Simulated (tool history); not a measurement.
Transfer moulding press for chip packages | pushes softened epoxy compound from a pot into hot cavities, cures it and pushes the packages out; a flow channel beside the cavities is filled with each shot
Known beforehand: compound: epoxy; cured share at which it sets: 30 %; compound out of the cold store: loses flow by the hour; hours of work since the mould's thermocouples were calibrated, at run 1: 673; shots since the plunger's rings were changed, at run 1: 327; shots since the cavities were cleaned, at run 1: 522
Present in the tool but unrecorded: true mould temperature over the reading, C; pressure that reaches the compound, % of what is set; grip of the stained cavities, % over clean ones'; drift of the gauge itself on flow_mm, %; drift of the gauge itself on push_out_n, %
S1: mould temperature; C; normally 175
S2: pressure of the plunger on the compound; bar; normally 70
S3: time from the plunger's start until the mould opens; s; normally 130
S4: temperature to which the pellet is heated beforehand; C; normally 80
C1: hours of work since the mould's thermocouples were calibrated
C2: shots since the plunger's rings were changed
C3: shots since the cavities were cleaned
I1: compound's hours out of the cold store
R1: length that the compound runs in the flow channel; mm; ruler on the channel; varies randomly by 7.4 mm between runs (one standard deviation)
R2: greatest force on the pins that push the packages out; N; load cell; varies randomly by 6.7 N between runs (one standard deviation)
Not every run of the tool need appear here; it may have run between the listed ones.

run,day,S1,S2,S3,S4,C1,C2,C3,I1,R1,R2
1,0,175,70,130,80,673,327,522,46.9,798,422
2,1.012,175,70,130,80,690,579,774,11.3,998,466
# day 1.217: cavities cleaned with cleaning compound and waxed
3,2.746,175,70,130,80,717,995,381,24.4,910,381
4,4.183,175,70,149,80,740,1352,738,10.9,993,427
# day 4.5: cavities cleaned with cleaning compound and waxed
5,5.046,179,70,149,80,753,1550,135,24,888,281
6,6.388,175,70,130,80,775,1884,469,47.7,765,410
# day 7.738: cavities cleaned with cleaning compound and waxed
7,7.988,175,70,130,80,800,2266,62,29.7,841,320
# day 8.533: mould's thermocouples calibrated
8,9.838,175,59.3,130,80,21,2705,501,34.9,743,416
# day 11.075: cavities cleaned with cleaning compound and waxed
9,11.196,170,59.3,130,80,42,3028,30,29.9,787,396
10,12.204,170,59.3,130,80,59,3278,280,46.7,698,473
11,13.867,170,59.3,130,80,85,3692,694,9.6,902,653
# day 14.308: cavities cleaned with cleaning compound and waxed
12,15.596,170,59.3,130,80,112,4106,320,45.6,714,488
# day 16.029: mould's thermocouples calibrated, once more
13,17.475,170,59.3,130,80,23,4553,767,32.5,749,498
# day 17.642: cavities cleaned with cleaning compound and waxed
14,18.854,175,70,136,80,45,4880,301,47.7,715,335
15,19.962,176,70,152,80,63,5156,577,38.3,753,380
# day 20.983: cavities cleaned with cleaning compound and waxed
16,21.55,176,70,152,80,87,5535,141,28.7,799,295
# day 21.942: plunger's sealing rings changed
17,22.942,176,70,152,80,108,249,461,31.6,862,356
18,24.138,176,70,152,80,128,546,758,11.9,987,394
# day 24.308: cavities cleaned with cleaning compound and waxed
19,25.162,171,70,130,79,143,786,213,16.7,962,397
20,26.729,175,64.9,130,80,169,1175,602,20.5,875,423
# day 27.646: cavities cleaned with cleaning compound and waxed
21,28.479,175,64.9,130,80,196,1595,208,47.4,738,327
22,29.858,175,52,111,80,218,1938,551,35.1,715,476
# day 30.846: cavities cleaned with cleaning compound and waxed
23,31.358,175,59.5,123,80,242,2295,127,28.3,791,321
24,33.067,175,64.1,130,80,269,2720,552,31.6,787,417
# day 34.133: cavities cleaned with cleaning compound and waxed
25,34.312,175,64.1,130,80,289,3014,45,39.7,742,290
26,35.579,176,66.7,167,80,309,3329,360,33.8,798,338
# day 37.408: cavities cleaned with cleaning compound and waxed
27,37.579,175,69.3,130,80,341,3811,43,29.5,823,312

Consider 4 possible next runs. They are alternatives, not a sequence: every one starts from the tool as it was left by run 27. What does each give?
A,38.954,176,87.6,152,80,363,4153,385,39.9,?,?
B,38.954,175,69.3,130,80,363,4153,385,28.8,?,?
C,38.954,175,70,130,80,363,4153,385,26.2,?,?
D,38.954,175,86.8,137,79,363,4153,385,33.8,?,?

run,R1,R2
A,838,366
B,806,379
C,824,392
D,881,381
Without the tool's hidden state the same runs would have given:
run,R1,R2
A,915,259
B,880,265
C,899,276
D,962,269

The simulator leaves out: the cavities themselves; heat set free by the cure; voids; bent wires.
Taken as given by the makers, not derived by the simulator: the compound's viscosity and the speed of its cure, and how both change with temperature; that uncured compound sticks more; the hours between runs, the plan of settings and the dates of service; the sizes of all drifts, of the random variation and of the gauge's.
